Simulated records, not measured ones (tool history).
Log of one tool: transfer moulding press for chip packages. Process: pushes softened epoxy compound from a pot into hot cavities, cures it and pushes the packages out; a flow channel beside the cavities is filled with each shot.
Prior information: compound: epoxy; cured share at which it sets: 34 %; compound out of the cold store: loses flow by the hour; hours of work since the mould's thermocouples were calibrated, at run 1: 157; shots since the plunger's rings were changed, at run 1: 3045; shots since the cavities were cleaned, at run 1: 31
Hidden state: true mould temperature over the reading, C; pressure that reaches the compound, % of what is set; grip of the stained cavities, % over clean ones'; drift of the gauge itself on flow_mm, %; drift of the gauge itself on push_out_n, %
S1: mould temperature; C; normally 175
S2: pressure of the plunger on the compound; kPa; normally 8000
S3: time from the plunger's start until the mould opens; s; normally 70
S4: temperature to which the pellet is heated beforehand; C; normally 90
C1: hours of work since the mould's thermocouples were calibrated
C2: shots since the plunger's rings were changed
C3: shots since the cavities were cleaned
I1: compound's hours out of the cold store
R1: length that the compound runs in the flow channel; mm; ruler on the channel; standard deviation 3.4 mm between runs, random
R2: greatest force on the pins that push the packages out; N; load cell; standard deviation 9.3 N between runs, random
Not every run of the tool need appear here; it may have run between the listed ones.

run	hour	S1	S2	S3	S4	C1	C2	C3	I1	R1	R2
1	0	175	8000	70	90	157	3045	31	9.3	1001	434
# hour 53.6: cavities cleaned with cleaning compound and waxed
2	54.5	175	8000	70	90	192	3984	16	9.4	996	450
3	93.6	175	8000	70	82	218	4679	711	22.1	936	468
# hour 107.4: cavities cleaned with cleaning compound and waxed
# hour 114.2: plunger's sealing rings changed
4	124.5	175	8000	70	82	236	183	259	31.5	901	419
5	159.1	175	6300	70	82	259	796	872	36.2	789	444
# hour 166.2: cavities cleaned with cleaning compound and waxed
# hour 220.2: cavities cleaned with cleaning compound and waxed
6	221.1	169	8000	70	90	298	1842	16	31.2	910	613
7	265.8	175	8000	70	90	327	2636	810	19.3	955	442
# hour 278.8: cavities cleaned with cleaning compound and waxed
8	310.5	175	8000	70	90	356	3402	564	10.1	999	442
# hour 337: cavities cleaned with cleaning compound and waxed
9	345.7	175	6670	70	90	378	3998	154	21.2	863	424
# hour 391.2: cavities cleaned with cleaning compound and waxed
10	391.5	172	8000	70	90	408	4785	6	14.2	981	519
# hour 404.2: mould's thermocouples calibrated
# hour 406.7: plunger's sealing rings changed
11	425	175	8000	70	90	12	324	519	35.2	894	428
# hour 455.3: cavities cleaned with cleaning compound and waxed
12	475.1	175	8000	70	90	44	1186	352	25.9	923	426
# hour 510.4: cavities cleaned with cleaning compound and waxed
13	536.1	175	8000	70	90	84	2241	455	34.8	888	424
# hour 566.5: cavities cleaned with cleaning compound and waxed
14	566.5	175	8000	70	90	103	2753	0	21.2	948	424
# hour 621.8: cavities cleaned with cleaning compound and waxed
15	621.8	170	7010	70	90	138	3708	0	8.9	941	605
# hour 675.9: cavities cleaned with cleaning compound and waxed
16	675.9	182	9190	62	98	173	4639	0	17.3	1017	395
# hour 698.4: plunger's sealing rings changed
# hour 734: cavities cleaned with cleaning compound and waxed
17	738.6	169	9210	62	95	212	687	82	16.4	1044	871
18	765.2	173	7920	78	84	230	1157	552	31.5	902	387
# hour 791.4: cavities cleaned with cleaning compound and waxed
19	824.6	175	8000	70	87	268	2183	587	14.1	973	443
# hour 850: cavities cleaned with cleaning compound and waxed
20	855.8	175	8000	70	87	288	2711	103	30.1	905	439
21	888.9	175	8000	70	87	310	3298	690	38.6	871	428
# hour 908.8: cavities cleaned with cleaning compound and waxed
22	949.3	175	8940	98	90	349	4341	717	27.2	972	320
# hour 964: cavities cleaned with cleaning compound and waxed
# hour 988.2: plunger's sealing rings changed
23	1003	175	6990	98	90	382	262	646	43.2	807	324
# hour 1022.2: cavities cleaned with cleaning compound and waxed
# hour 1054.9: mould's thermocouples calibrated
24	1058.7	175	6990	98	90	3	1188	613	11.6	926	311
# hour 1080: cavities cleaned with cleaning compound and waxed
25	1107.6	170	9780	98	90	34	2028	488	10	1116	324
# hour 1134.5: cavities cleaned with cleaning compound and waxed
26	1163.9	170	9780	98	90	70	3000	522	22	1049	337
# hour 1190: cavities cleaned with cleaning compound and waxed
27	1203.6	170	9780	98	90	96	3678	243	17.9	1063	345

What if the next run were any one of these 4? Each begins from the tool's condition after run 27:
A	1238.2	172	8000	70	90	118	4292	857	18.6	?	?
B	1238.2	181	8000	70	99	118	4292	857	38	?	?
C	1238.2	175	6380	95	90	118	4292	857	29.9	?	?
D	1238.2	181	8000	70	86	118	4292	857	44.4	?	?

run	R1	R2
A	960	516
B	869	331
C	807	302
D	848	319
Had the tool no hidden state, the same runs would have come out as:
run	R1	R2
A	961	507
B	870	326
C	808	297
D	849	314

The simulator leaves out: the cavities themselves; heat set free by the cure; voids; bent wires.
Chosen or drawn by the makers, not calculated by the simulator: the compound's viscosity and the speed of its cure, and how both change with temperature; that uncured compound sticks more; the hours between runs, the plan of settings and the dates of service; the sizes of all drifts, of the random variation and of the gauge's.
